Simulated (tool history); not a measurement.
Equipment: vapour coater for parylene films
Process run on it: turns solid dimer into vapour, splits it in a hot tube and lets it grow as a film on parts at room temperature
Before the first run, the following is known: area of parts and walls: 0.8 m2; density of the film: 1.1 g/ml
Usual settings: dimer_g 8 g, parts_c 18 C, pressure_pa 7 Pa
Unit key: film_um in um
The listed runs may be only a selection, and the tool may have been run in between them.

Run 1, hour 0: usual settings. Result: film_um 4.02 um.
At hour 18.3: trap's valve overhauled.
Run 2, hour 18.3: usual settings. Result: film_um 4 um.
Run 3, hour 29.2: usual settings but parts_c 14 C. Result: film_um 4.89 um.
Run 4, hour 42.1: usual settings. Result: film_um 4.09 um.
Run 5, hour 51.9: usual settings. Result: film_um 4.11 um.
Run 6, hour 66.4: usual settings. Result: film_um 4.06 um.
Run 7, hour 79: usual settings. Result: film_um 4.03 um.
Run 8, hour 87.3: usual settings. Result: film_um 4.08 um.
Run 9, hour 96.3: usual settings. Result: film_um 4.07 um.
Run 10, hour 112.2: usual settings. Result: film_um 4.12 um.
Run 11, hour 128.3: usual settings but pressure_pa 8.45 Pa. Result: film_um 3.96 um.
Run 12, hour 137.5: usual settings but pressure_pa 8.45 Pa. Result: film_um 4 um.
Run 13, hour 146.8: usual settings but pressure_pa 8.45 Pa. Result: film_um 3.99 um.
Run 14, hour 157.2: usual settings but parts_c 12 C. Result: film_um 5.42 um.
Run 15, hour 168.7: usual settings but parts_c 12 C. Result: film_um 5.46 um.
Run 16, hour 181.8: usual settings but parts_c 12 C. Result: film_um 5.45 um.
At hour 182.8: gauge calibrated.
Run 17, hour 190.3: usual settings but dimer_g 4 g. Result: film_um 2 um.
Run 18, hour 205: usual settings but dimer_g 4 g. Result: film_um 2.03 um.
Run 19, hour 216.8: usual settings but dimer_g 6 g. Result: film_um 3.06 um.
Run 20, hour 233.2: usual settings but dimer_g 6 g. Result: film_um 3.05 um.
Run 21, hour 246.8: usual settings but pressure_pa 2.33 Pa. Result: film_um 4.76 um.
At hour 260.8: trap's valve overhauled.
Run 22, hour 261.4: usual settings but parts_c 25 C, pressure_pa 3.94 Pa. Result: film_um 3.19 um.
Run 23, hour 273.3: usual settings but dimer_g 4 g, parts_c 13 C, pressure_pa 3.97 Pa. Result: film_um 2.8 um.
Run 24, hour 281.2: usual settings but dimer_g 11 g, pressure_pa 10.04 Pa. Result: film_um 5.35 um.
Run 25, hour 294.2: usual settings but dimer_g 6 g. Result: film_um 3.04 um.

Predict the results of run 26:
Run 26, hour 305.8: usual settings but dimer_g 9 g. Result: film_um ?.

Run 26 yielded film_um 4.6 um.
Take away the tool's hidden state, keep the run-to-run variation as it was, and the same run would have given film_um 4.52 um.
